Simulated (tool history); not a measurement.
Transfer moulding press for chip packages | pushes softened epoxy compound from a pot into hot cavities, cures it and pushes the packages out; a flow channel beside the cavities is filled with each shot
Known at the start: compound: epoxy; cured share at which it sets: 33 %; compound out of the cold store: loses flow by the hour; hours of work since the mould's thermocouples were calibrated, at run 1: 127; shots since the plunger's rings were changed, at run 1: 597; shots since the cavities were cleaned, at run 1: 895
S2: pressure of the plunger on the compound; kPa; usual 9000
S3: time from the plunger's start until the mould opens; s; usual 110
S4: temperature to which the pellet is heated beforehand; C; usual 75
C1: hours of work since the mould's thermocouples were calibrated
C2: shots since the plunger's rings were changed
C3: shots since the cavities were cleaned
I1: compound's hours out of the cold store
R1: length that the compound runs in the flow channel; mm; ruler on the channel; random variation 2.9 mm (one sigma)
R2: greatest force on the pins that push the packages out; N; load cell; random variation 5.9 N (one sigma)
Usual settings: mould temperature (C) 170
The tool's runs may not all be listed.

Run 1, day 0: usual settings; C1 127; C2 597; C3 895; I1 8.5. Result: R1 1050 mm, R2 218 N.
Run 2, day 0.838: usual settings; C1 137; C2 759; C3 1057; I1 39.5. Result: R1 952 mm, R2 194 N.
Run 3, day 1.454: usual settings but mould temperature (C) 165; C1 144; C2 878; C3 1176; I1 28.3. Result: R1 1019 mm, R2 314 N.
At day 1.662: cavities cleaned with cleaning compound and waxed.
Run 4, day 2.058: usual settings but mould temperature (C) 165; C1 151; C2 983; C3 77; I1 19. Result: R1 1054 mm, R2 315 N.
Run 5, day 2.712: usual settings but mould temperature (C) 169; C1 159; C2 1109; C3 203; I1 40.5. Result: R1 951 mm, R2 219 N.
Run 6, day 3.596: usual settings but S3 91 s, S4 82 C; C1 169; C2 1280; C3 374; I1 37.6. Result: R1 949 mm, R2 310 N.
Run 7, day 4.267: usual settings but S3 91 s, S4 82 C; C1 177; C2 1410; C3 504; I1 40.9. Result: R1 941 mm, R2 317 N.
Run 8, day 5.058: usual settings but mould temperature (C) 177, S4 85 C; C1 186; C2 1563; C3 657; I1 28.2. Result: R1 948 mm, R2 164 N.
Run 9, day 5.5: usual settings but mould temperature (C) 165; C1 192; C2 1649; C3 743; I1 47.2. Result: R1 954 mm, R2 297 N.
Run 10, day 6.075: usual settings but mould temperature (C) 168, S2 7670 kPa, S3 121 s, S4 71 C; C1 198; C2 1760; C3 854; I1 14.9. Result: R1 966 mm, R2 199 N.

Forecast each of these 3 alternatives for the next run:
Run A, day 6.954: usual settings but mould temperature (C) 168, S2 9960 kPa, S3 138 s, S4 68 C; C1 209; C2 1930; C3 1024; I1 23.9. Result: R1 ?, R2 ?.
Run B, day 6.954: usual settings but mould temperature (C) 165, S2 7670 kPa, S3 121 s, S4 71 C; C1 209; C2 1930; C3 1024; I1 34.5. Result: R1 ?, R2 ?.
Run C, day 6.954: usual settings but S2 8680 kPa, S4 84 C; C1 209; C2 1930; C3 1024; I1 20.1. Result: R1 ?, R2 ?.

run    R1   R2
  A  1065  172
  B   923  258
  C   991  209
Without the tool's hidden state the same runs would have given:
run    R1   R2
  A  1066  171
  B   923  257
  C   991  208
